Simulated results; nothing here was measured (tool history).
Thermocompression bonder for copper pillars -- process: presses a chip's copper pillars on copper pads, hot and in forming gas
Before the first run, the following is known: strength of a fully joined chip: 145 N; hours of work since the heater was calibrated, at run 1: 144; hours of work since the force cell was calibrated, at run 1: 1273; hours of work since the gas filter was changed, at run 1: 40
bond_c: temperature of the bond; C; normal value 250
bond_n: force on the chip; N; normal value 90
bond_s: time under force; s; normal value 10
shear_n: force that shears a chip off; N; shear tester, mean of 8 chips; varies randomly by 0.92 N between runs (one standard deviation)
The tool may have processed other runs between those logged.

run	hour	bond_c	bond_n	bond_s	hours of work since the heater was calibrated	hours of work since the force cell was calibrated	hours of work since the gas filter was changed	shear_n
1	0.0	250	90	10	144	1273	40	76.1
2	28.4	250	90	10	165	1294	60	78.1
3	70.0	250	90	10	194	1324	90	77.5
4	102.3	250	90	10	217	1347	113	76.9
5	140.6	250	90	10	245	1374	140	76.5
6	172.5	250	90	10	268	1397	163	77.6
7	208.9	250	90	10	294	1423	189	78.2
8	251.9	250	90	10	325	1454	220	77.0
# hour 267.3: forming gas filter changed
9	281.4	250	90	10	345	1475	10	77.3
# hour 290.3: force cell calibrated
10	326.3	250	90	10	376	26	41	76.0
11	355.9	250	90	10	398	47	62	77.8
12	398.6	250	90	10	428	78	93	76.9
13	419.4	250	90	10	443	92	108	77.3
14	444.5	250	90	10	461	110	126	78.0
15	472.4	250	56	10	481	130	146	62.0
16	506.4	250	90	10	505	155	170	75.8
17	549.3	250	90	16	536	185	201	88.9
18	580.2	250	90	16	558	208	223	87.8
# hour 591.0: forming gas filter changed
19	624.7	250	90	16	590	239	24	90.2
20	657.9	250	90	16	613	263	48	88.8
21	681.0	250	90	16	630	279	64	88.5
22	713.1	277	63	16	653	302	87	104.0
23	745.8	273	63	6	676	326	111	72.2
24	781.0	221	65	16	702	351	136	53.5
25	822.1	246	55	13	731	380	165	64.6
26	865.2	262	90	10	762	411	196	88.0
27	901.5	224	90	10	788	437	222	53.9
# hour 915.7: forming gas filter changed
28	931.4	224	90	10	809	458	11	52.7
29	951.0	224	90	22	823	472	25	72.4
30	993.9	224	90	22	854	503	56	71.6
31	1031.0	250	96	27	880	530	83	106.9
32	1063.3	250	88	7	903	553	106	69.1
33	1096.5	250	88	7	927	576	129	68.0
34	1125.9	250	88	7	948	597	150	68.5
35	1153.9	250	106	10	968	618	171	84.0
36	1174.7	250	75	6	983	632	185	60.8
37	1204.5	250	65	18	1004	654	207	82.9
38	1233.4	237	72	20	1025	674	227	74.8
# hour 1238.9: forming gas filter changed
39	1276.0	250	85	6	1055	705	27	63.7
40	1297.3	250	85	6	1071	720	42	63.3

Alternative continuations, all from the tool just after run 40; predict every row:
A	1327.6	225	98	9	1092	742	63	?
B	1327.6	257	80	26	1092	742	63	?
C	1327.6	277	90	10	1092	742	63	?
D	1327.6	270	114	22	1092	742	63	?

run	shear_n
A	55.5
B	105.7
C	101.7
D	120.9
Had the tool no hidden state, the same runs would have come out as:
run	shear_n
A	54.9
B	105.2
C	101.2
D	120.6
